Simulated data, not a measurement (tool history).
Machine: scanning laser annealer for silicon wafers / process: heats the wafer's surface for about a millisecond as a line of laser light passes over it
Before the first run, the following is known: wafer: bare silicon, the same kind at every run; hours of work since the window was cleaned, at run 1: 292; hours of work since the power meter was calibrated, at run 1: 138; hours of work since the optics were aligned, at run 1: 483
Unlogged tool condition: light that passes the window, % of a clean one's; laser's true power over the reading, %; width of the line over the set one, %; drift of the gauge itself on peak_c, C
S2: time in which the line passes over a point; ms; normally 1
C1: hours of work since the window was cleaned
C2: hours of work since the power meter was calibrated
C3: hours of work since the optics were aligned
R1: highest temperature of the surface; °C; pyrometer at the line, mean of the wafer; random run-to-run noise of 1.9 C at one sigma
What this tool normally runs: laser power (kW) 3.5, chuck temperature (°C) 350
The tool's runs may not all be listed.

{"run": 1, "hour": 0.0, "laser power (kW)": 3.5, "S2": 1, "chuck temperature (°C)": 350, "C1": 292, "C2": 138, "C3": 483, "R1": 1142}
{"run": 2, "hour": 15.8, "laser power (kW)": 3.5, "S2": 1, "chuck temperature (°C)": 350, "C1": 304, "C2": 150, "C3": 495, "R1": 1142}
{"run": 3, "hour": 25.1, "laser power (kW)": 3.5, "S2": 1.16, "chuck temperature (°C)": 350, "C1": 311, "C2": 157, "C3": 502, "R1": 1199}
{"run": 4, "hour": 39.4, "laser power (kW)": 3.607, "S2": 1, "chuck temperature (°C)": 350, "C1": 322, "C2": 168, "C3": 513, "R1": 1166}
{"run": 5, "hour": 50.3, "laser power (kW)": 3.277, "S2": 1, "chuck temperature (°C)": 350, "C1": 331, "C2": 176, "C3": 521, "R1": 1094}
{"hour": 53.4, "done": "window over the wafer cleaned"}
{"run": 6, "hour": 60.8, "laser power (kW)": 3.277, "S2": 1, "chuck temperature (°C)": 350, "C1": 6, "C2": 183, "C3": 527, "R1": 1086}
{"run": 7, "hour": 76.6, "laser power (kW)": 3.5, "S2": 1, "chuck temperature (°C)": 350, "C1": 18, "C2": 195, "C3": 539, "R1": 1134}
{"run": 8, "hour": 92.5, "laser power (kW)": 3.5, "S2": 1, "chuck temperature (°C)": 333, "C1": 30, "C2": 207, "C3": 551, "R1": 1117}
{"run": 9, "hour": 99.3, "laser power (kW)": 3.05, "S2": 1.08, "chuck temperature (°C)": 374, "C1": 35, "C2": 212, "C3": 557, "R1": 1086}
{"run": 10, "hour": 109.9, "laser power (kW)": 3.05, "S2": 1.08, "chuck temperature (°C)": 352, "C1": 43, "C2": 220, "C3": 565, "R1": 1063}
{"run": 11, "hour": 118.4, "laser power (kW)": 3.314, "S2": 0.9, "chuck temperature (°C)": 350, "C1": 49, "C2": 227, "C3": 571, "R1": 1058}
{"hour": 128.1, "done": "window over the wafer cleaned, once more"}
{"run": 12, "hour": 134.1, "laser power (kW)": 3.384, "S2": 1, "chuck temperature (°C)": 350, "C1": 5, "C2": 237, "C3": 582, "R1": 1126}
{"run": 13, "hour": 147.0, "laser power (kW)": 3.108, "S2": 1.07, "chuck temperature (°C)": 334, "C1": 14, "C2": 247, "C3": 591, "R1": 1070}
{"run": 14, "hour": 157.3, "laser power (kW)": 3.369, "S2": 0.9, "chuck temperature (°C)": 338, "C1": 22, "C2": 255, "C3": 599, "R1": 1072}
{"run": 15, "hour": 171.2, "laser power (kW)": 3.701, "S2": 0.91, "chuck temperature (°C)": 364, "C1": 33, "C2": 265, "C3": 610, "R1": 1171}
{"run": 16, "hour": 184.5, "laser power (kW)": 3.5, "S2": 1.07, "chuck temperature (°C)": 323, "C1": 43, "C2": 275, "C3": 620, "R1": 1149}

A few steps of R1 between consecutive runs. Split each: what settings, incoming material and random variation would produce without the hidden state, and what is left over for the hidden state, along with gauge scatter present in only one of the two compared results (measured, and without hidden state):
Run 11 -> 12: laser power (kW) 3.314 -> 3.384, S2 0.9 -> 1, window over the wafer cleaned, once more. R1 +68 °C: hidden state +17, all else +51.
Run 14 -> 15: laser power (kW) 3.369 -> 3.701, S2 0.9 -> 0.91, chuck temperature (°C) 338 -> 364. R1 +99 °C: hidden state -1, all else +100.
